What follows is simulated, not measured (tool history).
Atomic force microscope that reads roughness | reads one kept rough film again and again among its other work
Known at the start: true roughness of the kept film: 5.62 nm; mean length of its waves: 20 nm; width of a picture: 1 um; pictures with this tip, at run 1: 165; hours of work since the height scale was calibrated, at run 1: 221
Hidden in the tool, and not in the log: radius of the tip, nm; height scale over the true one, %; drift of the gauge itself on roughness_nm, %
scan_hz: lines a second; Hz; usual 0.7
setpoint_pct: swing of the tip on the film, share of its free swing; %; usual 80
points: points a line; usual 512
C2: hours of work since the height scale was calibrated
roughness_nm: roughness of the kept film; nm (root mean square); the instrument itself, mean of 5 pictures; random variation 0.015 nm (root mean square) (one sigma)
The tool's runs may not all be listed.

Run 1, day 0: usual settings; pictures with this tip 165; C2 221. Result: roughness_nm 3.039 nm (root mean square).
Run 2, day 2.058: usual settings; pictures with this tip 263; C2 251. Result: roughness_nm 2.718 nm (root mean square).
At day 3.179: new tip fitted.
Run 3, day 3.658: usual settings but points 460; pictures with this tip 23; C2 275. Result: roughness_nm 3.495 nm (root mean square).
Run 4, day 4.912: usual settings but scan_hz 3.461 Hz, points 460; pictures with this tip 84; C2 293. Result: roughness_nm 2.478 nm (root mean square).
Run 5, day 6.821: usual settings but points 470; pictures with this tip 175; C2 322. Result: roughness_nm 2.847 nm (root mean square).
Run 6, day 8.096: usual settings but points 470; pictures with this tip 237; C2 341. Result: roughness_nm 2.647 nm (root mean square).
At day 9.746: new tip fitted.
Run 7, day 9.921: usual settings but points 470; pictures with this tip 8; C2 368. Result: roughness_nm 3.629 nm (root mean square).
Run 8, day 11.633: usual settings but points 470; pictures with this tip 91; C2 393. Result: roughness_nm 3.233 nm (root mean square).
Run 9, day 13.012: usual settings but points 470; pictures with this tip 157; C2 414. Result: roughness_nm 2.974 nm (root mean square).
Run 10, day 14.454: usual settings but points 470; pictures with this tip 226; C2 435. Result: roughness_nm 2.741 nm (root mean square).
Run 11, day 15.879: usual settings but points 470; pictures with this tip 295; C2 456. Result: roughness_nm 2.518 nm (root mean square).
At day 16.392: new tip fitted.
Run 12, day 17.25: usual settings but setpoint_pct 89 %, points 470; pictures with this tip 41; C2 476. Result: roughness_nm 3.26 nm (root mean square).
Run 13, day 19.083: usual settings but setpoint_pct 89 %, points 470; pictures with this tip 130; C2 504. Result: roughness_nm 2.848 nm (root mean square).
Run 14, day 21.183: usual settings but setpoint_pct 89 %, points 470; pictures with this tip 230; C2 535. Result: roughness_nm 2.543 nm (root mean square).
At day 23.067: new tip fitted.
Run 15, day 23.088: usual settings but setpoint_pct 89 %, points 470; pictures with this tip 1; C2 563. Result: roughness_nm 3.466 nm (root mean square).
Run 16, day 24.546: usual settings but setpoint_pct 89 %, points 470; pictures with this tip 71; C2 584. Result: roughness_nm 3.101 nm (root mean square).
Run 17, day 26.392: usual settings; pictures with this tip 160; C2 612. Result: roughness_nm 2.839 nm (root mean square).
Run 18, day 27.929: usual settings; pictures with this tip 234; C2 635. Result: roughness_nm 2.622 nm (root mean square).
Run 19, day 29.358: usual settings but points 443; pictures with this tip 302; C2 656. Result: roughness_nm 2.441 nm (root mean square).
At day 29.675: new tip fitted.
Run 20, day 30.779: usual settings but points 963; pictures with this tip 53; C2 677. Result: roughness_nm 3.465 nm (root mean square).
Run 21, day 32.6: usual settings; pictures with this tip 141; C2 704. Result: roughness_nm 3.049 nm (root mean square).
Run 22, day 33.471: usual settings; pictures with this tip 183; C2 717. Result: roughness_nm 2.88 nm (root mean square).
Run 23, day 34.988: usual settings but setpoint_pct 70 %; pictures with this tip 256; C2 739. Result: roughness_nm 2.697 nm (root mean square).
Run 24, day 35.892: usual settings but setpoint_pct 70 %; pictures with this tip 299; C2 753. Result: roughness_nm 2.574 nm (root mean square).
At day 36.288: new tip fitted.
Run 25, day 37.608: usual settings but setpoint_pct 68 %; pictures with this tip 64; C2 778. Result: roughness_nm 3.504 nm (root mean square).
Run 26, day 38.488: usual settings; pictures with this tip 106; C2 791. Result: roughness_nm 3.143 nm (root mean square).
Run 27, day 40.308: usual settings; pictures with this tip 193; C2 818. Result: roughness_nm 2.827 nm (root mean square).
Run 28, day 42.412: usual settings; pictures with this tip 294; C2 850. Result: roughness_nm 2.528 nm (root mean square).
At day 42.875: new tip fitted.
Run 29, day 43.779: usual settings but scan_hz 2.083 Hz, setpoint_pct 90 %, points 838; pictures with this tip 43; C2 870. Result: roughness_nm 2.693 nm (root mean square).
Run 30, day 45.1: usual settings but scan_hz 1.034 Hz, setpoint_pct 67 %, points 828; pictures with this tip 107; C2 889. Result: roughness_nm 3.232 nm (root mean square).
Run 31, day 47.112: usual settings but points 453; pictures with this tip 203; C2 919. Result: roughness_nm 2.79 nm (root mean square).
Run 32, day 48.167: usual settings but scan_hz 2.653 Hz, points 453; pictures with this tip 254; C2 935. Result: roughness_nm 2.18 nm (root mean square).
At day 49.458: new tip fitted.
Run 33, day 49.788: usual settings but scan_hz 2.289 Hz, points 428; pictures with this tip 16; C2 959. Result: roughness_nm 3.078 nm (root mean square).
Run 34, day 50.658: usual settings but setpoint_pct 62 %, points 577; pictures with this tip 58; C2 972. Result: roughness_nm 3.546 nm (root mean square).
Run 35, day 51.783: usual settings but scan_hz 1.755 Hz, setpoint_pct 69 %, points 577; pictures with this tip 112; C2 988. Result: roughness_nm 3.024 nm (root mean square).
Run 36, day 53.104: usual settings but scan_hz 1.755 Hz, setpoint_pct 69 %, points 577; pictures with this tip 175; C2 1008. Result: roughness_nm 2.759 nm (root mean square).
At day 53.304: height scale calibrated on a step standard.
Run 37, day 54.046: usual settings but scan_hz 1.755 Hz, setpoint_pct 69 %, points 577; pictures with this tip 219; C2 11. Result: roughness_nm 2.593 nm (root mean square).
Run 38, day 55.871: usual settings but scan_hz 1.755 Hz, setpoint_pct 69 %, points 577; pictures with this tip 306; C2 38. Result: roughness_nm 2.341 nm (root mean square).
At day 56.225: new tip fitted.
Run 39, day 57.871: usual settings but scan_hz 1.017 Hz, setpoint_pct 63 %, points 382; pictures with this tip 79; C2 68. Result: roughness_nm 3.398 nm (root mean square).
Run 40, day 59.721: usual settings but scan_hz 1.232 Hz, setpoint_pct 57 %; pictures with this tip 168; C2 95. Result: roughness_nm 3.011 nm (root mean square).
Run 41, day 60.871: usual settings but scan_hz 1.613 Hz, setpoint_pct 79 %, points 299; pictures with this tip 223; C2 112. Result: roughness_nm 2.413 nm (root mean square).
Run 42, day 62.688: usual settings but scan_hz 2.479 Hz, setpoint_pct 72 %, points 615; pictures with this tip 311; C2 139. Result: roughness_nm 2.196 nm (root mean square).
At day 62.888: new tip fitted.
Run 43, day 64.004: usual settings but scan_hz 2.479 Hz, setpoint_pct 72 %, points 615; pictures with this tip 54; C2 158. Result: roughness_nm 3.074 nm (root mean square).
Run 44, day 65.738: usual settings but scan_hz 2.479 Hz, setpoint_pct 72 %, points 615; pictures with this tip 137; C2 184. Result: roughness_nm 2.708 nm (root mean square).
Run 45, day 67.142: usual settings but setpoint_pct 70 %, points 609; pictures with this tip 205; C2 205. Result: roughness_nm 2.835 nm (root mean square).
Run 46, day 68.062: usual settings but scan_hz 1.478 Hz, setpoint_pct 60 %, points 501; pictures with this tip 249; C2 219. Result: roughness_nm 2.67 nm (root mean square).
At day 69.458: new tip fitted.
Run 47, day 70.083: usual settings but scan_hz 1.478 Hz, setpoint_pct 60 %, points 501; pictures with this tip 30; C2 249. Result: roughness_nm 3.573 nm (root mean square).
Run 48, day 71.308: usual settings but scan_hz 1.145 Hz, setpoint_pct 60 %, points 501; pictures with this tip 89; C2 267. Result: roughness_nm 3.351 nm (root mean square).
Run 49, day 72.246: usual settings but scan_hz 3.148 Hz, setpoint_pct 81 %, points 667; pictures with this tip 134; C2 281. Result: roughness_nm 2.386 nm (root mean square).
Run 50, day 73.367: usual settings but scan_hz 0.63 Hz; pictures with this tip 188; C2 297. Result: roughness_nm 2.903 nm (root mean square).
Run 51, day 74.771: usual settings but scan_hz 0.63 Hz; pictures with this tip 255; C2 318. Result: roughness_nm 2.647 nm (root mean square).
At day 76.162: new tip fitted.
Run 52, day 76.2: usual settings but scan_hz 0.63 Hz, setpoint_pct 89 %; pictures with this tip 2; C2 339. Result: roughness_nm 3.517 nm (root mean square).

Forecast each of these 4 alternatives for the next run:
Run A, day 78.112: usual settings but setpoint_pct 59 %; pictures with this tip 94; C2 368. Result: roughness_nm ?.
Run B, day 78.112: usual settings but scan_hz 0.63 Hz, setpoint_pct 89 %, points 1022; pictures with this tip 94; C2 368. Result: roughness_nm ?.
Run C, day 78.112: usual settings but scan_hz 1.779 Hz, setpoint_pct 62 %; pictures with this tip 94; C2 368. Result: roughness_nm ?.
Run D, day 78.112: usual settings but setpoint_pct 63 %, points 628; pictures with this tip 94; C2 368. Result: roughness_nm ?.

run  roughness_nm
  A          3.31
  B         3.076
  C         3.176
  D         3.314
Without the tool's hidden state the same runs would have given:
run  roughness_nm
  A         3.915
  B         3.637
  C         3.754
  D         3.918
